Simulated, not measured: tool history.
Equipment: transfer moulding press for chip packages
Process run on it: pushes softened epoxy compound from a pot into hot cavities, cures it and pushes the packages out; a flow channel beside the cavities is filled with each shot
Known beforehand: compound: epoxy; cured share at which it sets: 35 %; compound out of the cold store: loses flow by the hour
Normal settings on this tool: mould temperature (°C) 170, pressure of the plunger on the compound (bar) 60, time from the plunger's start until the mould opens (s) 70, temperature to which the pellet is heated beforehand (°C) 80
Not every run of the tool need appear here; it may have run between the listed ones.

run,hour,mould temperature (°C),pressure of the plunger on the compound (bar),time from the plunger's start until the mould opens (s),temperature to which the pellet is heated beforehand (°C),incoming compound's hours out of the cold store,length that the compound runs in the flow channel (mm),greatest force on the pins that push the packages out (N)
1,0,170,60,70,80,31.6,707,443
2,19.3,170,60,70,80,18.2,745,526
3,42.3,170,60,70,80,47.4,677,525
4,68.7,170,60,70,80,41,693,598
5,89.5,170,60,67,80,37.9,701,671
6,100.6,170,60,67,80,30.8,719,699
7,125.2,170,60,67,80,16,723,405
8,147,170,60,67,80,11.8,737,520
9,159.9,170,60,67,80,17.6,712,577
10,185.8,170,60,67,80,27.4,704,426
11,202.7,173,60,60,88,28.2,691,514
12,218.9,165,47.3,70,79,35.3,625,727
13,241.7,165,47.3,70,79,32.1,629,785
14,256,165,49.7,106,87,43.8,627,204
15,279.8,165,50.5,106,74,22.1,649,281
16,301.8,165,50.5,58,77,24,650,1151
17,321.1,170,60,102,80,15.7,698,173
18,339.7,165,72.2,51,75,12.9,796,1081
19,357.4,164,73.5,82,87,28.2,860,485
20,375.8,164,72,70,90,26.6,868,789

The log once held 6 entries between its listed runs, left out of this copy. Where does each go, and what is different about the tool's unlogged condition between the listed run before it and the listed run after it?
From run 3 to run 4: cavities cleaned with cleaning compound and waxed (hour 52.6)
  true mould temperature over the reading, C: 0.18 -> 0.19; pressure that reaches the compound, % of what is set: 90.55 -> 89.76; grip of the stained cavities, % over clean ones': 70.5 -> 90.9
  what was measured, less what the result would be without the hidden state, length that the compound runs in the flow channel (mm): -35 -> -39; greatest force on the pins that push the packages out (N): +214 -> +282
From run 6 to run 7: cavities cleaned with cleaning compound and waxed (hour 123.3)
  true mould temperature over the reading, C: 0.2 -> 0.21; pressure that reaches the compound, % of what is set: 88.67 -> 87.9; grip of the stained cavities, % over clean ones': 89.8 -> 6.1
  what was measured, less what the result would be without the hidden state, length that the compound runs in the flow channel (mm): -45 -> -49; greatest force on the pins that push the packages out (N): +325 -> +17
From run 9 to run 10: cavities cleaned with cleaning compound and waxed, once more (hour 176.1)
  true mould temperature over the reading, C: 0.23 -> 0.24; pressure that reaches the compound, % of what is set: 86.81 -> 85.99; grip of the stained cavities, % over clean ones': 52.8 -> 19.2
  what was measured, less what the result would be without the hidden state, length that the compound runs in the flow channel (mm): -53 -> -55; greatest force on the pins that push the packages out (N): +192 -> +61
From run 13 to run 14: cavities cleaned with cleaning compound and waxed (hour 247.6)
  true mould temperature over the reading, C: 0.26 -> 0.27; pressure that reaches the compound, % of what is set: 84.2 -> 83.75; grip of the stained cavities, % over clean ones': 69.9 -> 14.3
  what was measured, less what the result would be without the hidden state, length that the compound runs in the flow channel (mm): -57 -> -59; greatest force on the pins that push the packages out (N): +313 -> +24
From run 16 to run 17: cavities cleaned with cleaning compound and waxed (hour 319)
  true mould temperature over the reading, C: 0.29 -> 0.3; pressure that reaches the compound, % of what is set: 82.27 -> 81.63; grip of the stained cavities, % over clean ones': 63.9 -> 4.9
  what was measured, less what the result would be without the hidden state, length that the compound runs in the flow channel (mm): -68 -> -75; greatest force on the pins that push the packages out (N): +440 -> +7
From run 18 to run 19: plunger's sealing rings changed (hour 352.8)
  true mould temperature over the reading, C: 0.3 -> 0.31; pressure that reaches the compound, % of what is set: 81.05 -> 99.8; grip of the stained cavities, % over clean ones': 34 -> 51
  what was measured, less what the result would be without the hidden state, length that the compound runs in the flow channel (mm): -89 -> -2; greatest force on the pins that push the packages out (N): +268 -> +154
